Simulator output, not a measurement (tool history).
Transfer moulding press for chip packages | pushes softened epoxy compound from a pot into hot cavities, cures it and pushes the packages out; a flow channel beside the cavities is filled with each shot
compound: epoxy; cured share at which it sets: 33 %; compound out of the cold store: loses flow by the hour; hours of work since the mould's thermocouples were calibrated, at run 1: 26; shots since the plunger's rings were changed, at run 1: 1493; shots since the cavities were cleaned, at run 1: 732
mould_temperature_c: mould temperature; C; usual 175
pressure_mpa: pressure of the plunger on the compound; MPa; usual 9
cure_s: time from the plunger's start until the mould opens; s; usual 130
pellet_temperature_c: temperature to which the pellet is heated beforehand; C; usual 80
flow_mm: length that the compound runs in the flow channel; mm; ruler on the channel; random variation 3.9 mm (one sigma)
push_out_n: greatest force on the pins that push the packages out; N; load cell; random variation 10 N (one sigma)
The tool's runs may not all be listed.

| run | hour | mould_temperature_c | pressure_mpa | cure_s | pellet_temperature_c | hours of work since the mould's thermocouples were calibrated | shots since the plunger's rings were changed | shots since the cavities were cleaned | incoming compound's hours out of the cold store | flow_mm | push_out_n |
|---|---|---|---|---|---|---|---|---|---|---|---|
| 1 | 0 | 175 | 9 | 130 | 80 | 26 | 1493 | 732 | 16.6 | 682 | 903 |
| 2 | 16.3 | 175 | 8.7 | 130 | 80 | 33 | 1598 | 837 | 11.2 | 669 | 926 |
|  | 21 | cavities cleaned with cleaning compound and waxed |
| 3 | 34.8 | 175 | 8.7 | 130 | 80 | 40 | 1707 | 89 | 9.4 | 668 | 1131 |
| 4 | 49.4 | 175 | 9 | 130 | 80 | 46 | 1801 | 183 | 47.5 | 631 | 1068 |
|  | 57.4 | cavities cleaned with cleaning compound and waxed, once more |
| 5 | 59.6 | 175 | 8.97 | 130 | 80 | 50 | 1857 | 14 | 11.9 | 681 | 471 |
| 6 | 70.5 | 175 | 8.97 | 130 | 80 | 55 | 1926 | 83 | 25.4 | 653 | 549 |
| 7 | 88.1 | 175 | 8.97 | 130 | 80 | 62 | 2040 | 197 | 19.5 | 659 | 623 |
| 8 | 99 | 175 | 8.97 | 130 | 80 | 67 | 2110 | 267 | 10.1 | 677 | 702 |
| 9 | 109.2 | 175 | 8.43 | 130 | 80 | 71 | 2175 | 332 | 31.8 | 626 | 734 |
| 10 | 119.9 | 175 | 8.43 | 130 | 80 | 76 | 2244 | 401 | 18.3 | 650 | 745 |
| 11 | 136.8 | 175 | 8.43 | 130 | 80 | 83 | 2353 | 510 | 32.9 | 622 | 784 |
| 12 | 153.3 | 175 | 8.43 | 130 | 80 | 90 | 2459 | 616 | 25.5 | 634 | 824 |
| 13 | 163.6 | 175 | 8.43 | 130 | 80 | 95 | 2525 | 682 | 12 | 653 | 885 |
| 14 | 181 | 175 | 8.47 | 130 | 80 | 102 | 2637 | 794 | 42.1 | 610 | 852 |
|  | 191.8 | cavities cleaned with cleaning compound and waxed |
| 15 | 197.9 | 175 | 7.37 | 111 | 80 | 109 | 2736 | 39 | 35.5 | 585 | 642 |
| 16 | 210.7 | 181 | 9 | 152 | 83 | 114 | 2818 | 121 | 35.2 | 627 | 500 |
| 17 | 222.4 | 175 | 7.97 | 122 | 88 | 119 | 2894 | 197 | 43.1 | 590 | 638 |
| 18 | 231.4 | 175 | 10.89 | 162 | 88 | 123 | 2952 | 255 | 18.4 | 727 | 592 |
| 19 | 244.3 | 175 | 6.88 | 130 | 80 | 129 | 3034 | 337 | 33.9 | 562 | 730 |
| 20 | 253.2 | 175 | 6.88 | 130 | 80 | 132 | 3092 | 395 | 39.5 | 544 | 743 |
| 21 | 263.1 | 175 | 10.95 | 130 | 75 | 137 | 3155 | 458 | 9.5 | 744 | 806 |
| 22 | 273.5 | 175 | 10.95 | 130 | 75 | 141 | 3222 | 525 | 39.9 | 695 | 811 |
| 23 | 286.3 | 175 | 10.95 | 130 | 75 | 147 | 3304 | 607 | 44.5 | 690 | 830 |
| 24 | 304 | 175 | 10.95 | 130 | 75 | 154 | 3418 | 721 | 33.5 | 705 | 869 |
| 25 | 322.4 | 175 | 10.5 | 111 | 80 | 162 | 3536 | 839 | 10.9 | 716 | 1145 |

Run 26 comes next. What will it give?
|  | 326.9 | cavities cleaned with cleaning compound and waxed |
| 26 | 343.4 | 175 | 7.2 | 111 | 80 | 171 | 3662 | 107 | 39.8 | ? | ? |

flow_mm: 565 mm
push_out_n: 726 N
Without the tool's hidden state the same run would have given flow_mm 592 mm, push_out_n 580 N.

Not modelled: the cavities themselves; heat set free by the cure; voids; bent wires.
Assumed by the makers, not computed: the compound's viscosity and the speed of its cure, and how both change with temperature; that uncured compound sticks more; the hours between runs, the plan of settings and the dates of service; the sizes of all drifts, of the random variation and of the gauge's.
